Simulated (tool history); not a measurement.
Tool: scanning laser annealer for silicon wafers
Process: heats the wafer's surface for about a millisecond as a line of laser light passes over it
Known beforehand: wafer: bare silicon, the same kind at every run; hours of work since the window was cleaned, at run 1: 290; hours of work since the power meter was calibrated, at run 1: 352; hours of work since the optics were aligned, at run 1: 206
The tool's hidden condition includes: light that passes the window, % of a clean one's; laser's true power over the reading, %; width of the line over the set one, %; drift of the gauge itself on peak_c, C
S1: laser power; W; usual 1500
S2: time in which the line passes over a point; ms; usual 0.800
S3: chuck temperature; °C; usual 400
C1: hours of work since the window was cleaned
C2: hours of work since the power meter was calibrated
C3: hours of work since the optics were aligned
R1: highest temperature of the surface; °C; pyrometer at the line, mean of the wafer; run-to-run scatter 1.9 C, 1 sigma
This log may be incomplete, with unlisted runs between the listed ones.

run 1 hour=0.0 | S1=1500 S2=0.800 S3=400 | C1=290 C2=352 C3=206 | R1=1080
run 2 hour=17.6 | S1=1500 S2=0.800 S3=400 | C1=302 C2=365 C3=219 | R1=1079
run 3 hour=39.1 | S1=1500 S2=0.800 S3=400 | C1=318 C2=380 C3=234 | R1=1079
run 4 hour=52.2 | S1=1500 S2=0.800 S3=400 | C1=327 C2=389 C3=244 | R1=1076
run 5 hour=65.8 | S1=1500 S2=0.800 S3=400 | C1=337 C2=399 C3=253 | R1=1073
run 6 hour=86.7 | S1=1500 S2=0.800 S3=400 | C1=352 C2=414 C3=268 | R1=1074
run 7 hour=96.2 | S1=1500 S2=0.800 S3=400 | C1=359 C2=421 C3=275 | R1=1073
run 8 hour=109.7 | S1=1612 S2=0.800 S3=400 | C1=368 C2=431 C3=285 | R1=1130
run 9 hour=127.9 | S1=1612 S2=0.800 S3=400 | C1=381 C2=444 C3=298 | R1=1132
-- hour=146.2 window over the wafer cleaned
run 10 hour=151.6 | S1=1581 S2=0.800 S3=400 | C1=4 C2=459 C3=313 | R1=1145
run 11 hour=161.3 | S1=1581 S2=0.800 S3=400 | C1=11 C2=466 C3=320 | R1=1143
run 12 hour=177.9 | S1=1500 S2=0.996 S3=400 | C1=23 C2=478 C3=332 | R1=1195
run 13 hour=200.2 | S1=1535 S2=0.617 S3=400 | C1=39 C2=494 C3=348 | R1=1017
run 14 hour=212.7 | S1=1535 S2=0.617 S3=400 | C1=48 C2=503 C3=357 | R1=1018
run 15 hour=227.3 | S1=1535 S2=0.617 S3=439 | C1=58 C2=514 C3=368 | R1=1055
run 16 hour=246.9 | S1=1393 S2=0.743 S3=439 | C1=72 C2=528 C3=382 | R1=1049
run 17 hour=268.6 | S1=1503 S2=0.849 S3=439 | C1=88 C2=543 C3=397 | R1=1158
run 18 hour=288.1 | S1=1338 S2=0.800 S3=400 | C1=102 C2=558 C3=412 | R1=1010
run 19 hour=307.2 | S1=1580 S2=0.820 S3=381 | C1=116 C2=571 C3=425 | R1=1128
run 20 hour=327.0 | S1=1580 S2=0.820 S3=381 | C1=130 C2=585 C3=440 | R1=1125
run 21 hour=346.4 | S1=1416 S2=0.849 S3=382 | C1=144 C2=599 C3=453 | R1=1053
run 22 hour=369.6 | S1=1416 S2=0.849 S3=382 | C1=160 C2=616 C3=470 | R1=1049
run 23 hour=382.6 | S1=1408 S2=0.920 S3=385 | C1=170 C2=625 C3=479 | R1=1077

Branching from run 23: 3 alternative next runs. What would each branch give?
run A hour=395.8 | S1=1513 S2=0.920 S3=385 | C1=179 C2=635 C3=489 | R1=?
run B hour=395.8 | S1=1310 S2=0.854 S3=393 | C1=179 C2=635 C3=489 | R1=?
run C hour=395.8 | S1=1360 S2=0.800 S3=418 | C1=179 C2=635 C3=489 | R1=?

run=A R1=1138
run=B R1=1002
run=C R1=1031
What these runs would have given with no unlogged condition in the tool:
run=A R1=1159
run=B R1=1019
run=C R1=1049
